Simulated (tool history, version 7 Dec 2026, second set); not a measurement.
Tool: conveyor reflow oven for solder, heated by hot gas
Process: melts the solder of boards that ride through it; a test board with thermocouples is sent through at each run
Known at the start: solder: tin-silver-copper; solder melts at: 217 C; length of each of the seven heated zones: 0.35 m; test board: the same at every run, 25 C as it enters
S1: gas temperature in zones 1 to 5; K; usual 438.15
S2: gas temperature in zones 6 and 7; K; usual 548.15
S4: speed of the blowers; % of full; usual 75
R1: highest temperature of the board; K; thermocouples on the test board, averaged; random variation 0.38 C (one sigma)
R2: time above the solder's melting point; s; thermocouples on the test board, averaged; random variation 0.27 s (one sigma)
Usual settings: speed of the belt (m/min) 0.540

Run 1, hour 0.0: usual settings. Result: R1 534.85 K, R2 61.8 s.
Run 2, hour 65.5: usual settings but S2 555.15 K. Result: R1 540.05 K, R2 64.7 s.
Run 3, hour 129.8: usual settings but S1 446.15 K. Result: R1 536.05 K, R2 65.1 s.
Run 4, hour 172.6: usual settings but S1 446.15 K. Result: R1 536.05 K, R2 64.5 s.
Run 5, hour 245.3: usual settings but S1 446.15 K. Result: R1 535.65 K, R2 65.0 s.
Run 6, hour 280.0: usual settings but S1 446.15 K. Result: R1 535.85 K, R2 64.6 s.
Run 7, hour 334.1: usual settings but S1 446.15 K. Result: R1 535.05 K, R2 64.9 s.
Run 8, hour 375.3: usual settings but S4 52 % of full. Result: R1 526.05 K, R2 54.3 s.
Run 9, hour 411.2: usual settings but S4 52 % of full. Result: R1 526.45 K, R2 54.3 s.
Run 10, hour 464.2: usual settings but S4 52 % of full. Result: R1 526.65 K, R2 54.8 s.
Run 11, hour 497.1: usual settings. Result: R1 534.45 K, R2 61.2 s.
Run 12, hour 551.9: usual settings. Result: R1 533.25 K, R2 61.4 s.
Run 13, hour 612.8: usual settings. Result: R1 533.95 K, R2 60.5 s.
Run 14, hour 646.6: usual settings. Result: R1 533.55 K, R2 61.4 s.
Run 15, hour 682.1: usual settings. Result: R1 530.35 K, R2 59.0 s.
Run 16, hour 738.0: usual settings but S1 449.15 K, S2 552.15 K, speed of the belt (m/min) 0.602, S4 60 % of full. Result: R1 527.55 K, R2 52.3 s.
Run 17, hour 777.9: usual settings but S1 436.15 K, speed of the belt (m/min) 0.548, S4 59 % of full. Result: R1 524.15 K, R2 52.0 s.
Run 18, hour 815.8: usual settings but S2 545.15 K, speed of the belt (m/min) 0.468. Result: R1 531.55 K, R2 71.2 s.
Run 19, hour 861.9: usual settings but S2 545.15 K, speed of the belt (m/min) 0.468. Result: R1 535.35 K, R2 73.8 s.
Run 20, hour 914.4: usual settings but S1 447.15 K, S2 555.15 K, speed of the belt (m/min) 0.613, S4 54 % of full. Result: R1 528.95 K, R2 52.1 s.
Run 21, hour 960.6: usual settings but S1 445.15 K, speed of the belt (m/min) 0.525. Result: R1 535.05 K, R2 67.1 s.
Run 22, hour 1030.9: usual settings but S1 439.15 K, S2 562.15 K. Result: R1 545.55 K, R2 67.9 s.
Run 23, hour 1078.4: usual settings but S1 439.15 K, S2 562.15 K, speed of the belt (m/min) 0.591, S4 87 % of full. Result: R1 545.95 K, R2 62.4 s.
Run 24, hour 1112.3: usual settings but S1 439.15 K, S2 562.15 K, speed of the belt (m/min) 0.591, S4 87 % of full. Result: R1 546.05 K, R2 62.3 s.
Run 25, hour 1180.0: usual settings but S1 439.15 K, S2 562.15 K, speed of the belt (m/min) 0.591, S4 87 % of full. Result: R1 545.45 K, R2 61.6 s.
Run 26, hour 1228.1: usual settings but S1 439.15 K, S2 562.15 K, speed of the belt (m/min) 0.591, S4 87 % of full. Result: R1 544.65 K, R2 62.0 s.
Run 27, hour 1275.3: usual settings but speed of the belt (m/min) 0.444. Result: R1 538.15 K, R2 79.4 s.
Run 28, hour 1326.0: usual settings but S4 80 % of full. Result: R1 533.75 K, R2 62.3 s.
Run 29, hour 1382.8: usual settings but S2 562.15 K, speed of the belt (m/min) 0.582, S4 57 % of full. Result: R1 535.05 K, R2 56.8 s.
Run 30, hour 1415.7: usual settings but S1 433.15 K, S2 559.15 K, speed of the belt (m/min) 0.493, S4 52 % of full. Result: R1 536.75 K, R2 67.1 s.

Not shown: 2 entries that the log had between the listed runs. Between which runs, and how does the tool's hidden state differ before and after?
Between runs 14 and 15: thermocouples of zones 6 and 7 changed (hour 676.9)
  heat that the gas passes to the board, % of a clean oven's: 90.7 -> 90.2; belt's true speed, % of the reading: 99.1 -> 99.06; true gas temperature in zones 6 and 7 over the reading, C: 3.73 -> 0.29
  measured less the result without the state, R1: +0.80 -> -2.30 K; R2: +0.6 -> -1.3 s
Between runs 18 and 19: flux residue cleaned out of gas plates and filters (hour 837.7)
  heat that the gas passes to the board, % of a clean oven's: 88.7 -> 99.7; belt's true speed, % of the reading: 98.94 -> 98.9; true gas temperature in zones 6 and 7 over the reading, C: 0.45 -> 0.51
  measured less the result without the state, R1: -2.00 -> +0.70 K; R2: -1.2 -> +1.3 s

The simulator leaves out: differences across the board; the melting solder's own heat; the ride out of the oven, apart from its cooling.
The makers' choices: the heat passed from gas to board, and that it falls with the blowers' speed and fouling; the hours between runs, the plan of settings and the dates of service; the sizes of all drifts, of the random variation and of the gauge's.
